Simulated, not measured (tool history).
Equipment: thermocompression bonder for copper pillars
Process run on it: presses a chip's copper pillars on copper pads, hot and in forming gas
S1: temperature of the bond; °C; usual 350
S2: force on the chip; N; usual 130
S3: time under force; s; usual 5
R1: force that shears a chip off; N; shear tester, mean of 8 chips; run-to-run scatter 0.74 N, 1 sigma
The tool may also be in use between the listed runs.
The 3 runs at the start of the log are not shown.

run    hour   S1   S2  S3    R1
      192.3  -- heater calibrated with a thermocouple chip
  4   194.0  350  176   5  68.1
  5   249.0  350  176   5  69.8
  6   293.0  350  176   5  69.0
  7   368.2  350  176   5  69.7
  8   429.7  350  150   5  60.6
  9   477.1  350  150   5  60.3
      517.5  -- forming gas filter changed
 10   532.4  350  180   5  70.5
      559.0  -- force cell calibrated
 11   622.0  350  180   5  72.3
 12   683.5  350  130  14  78.1
 13   749.9  360  130   5  59.4
 14   811.2  360  130   5  59.0
 15   897.9  323  130   5  43.6
 16   964.5  323  130   5  42.1
      999.2  -- forming gas filter changed
 17  1055.4  350  130  10  69.6
 18  1118.7  350   78   5  33.5
 19  1199.7  350   78   5  33.8
 20  1278.4  351   78   5  34.0

The next listed run, before its measurement:
 21  1363.4  351  78   5   ?

R1: 34.5 N
Had the tool carried no hidden state, the very same run would have given R1 34.6 N.

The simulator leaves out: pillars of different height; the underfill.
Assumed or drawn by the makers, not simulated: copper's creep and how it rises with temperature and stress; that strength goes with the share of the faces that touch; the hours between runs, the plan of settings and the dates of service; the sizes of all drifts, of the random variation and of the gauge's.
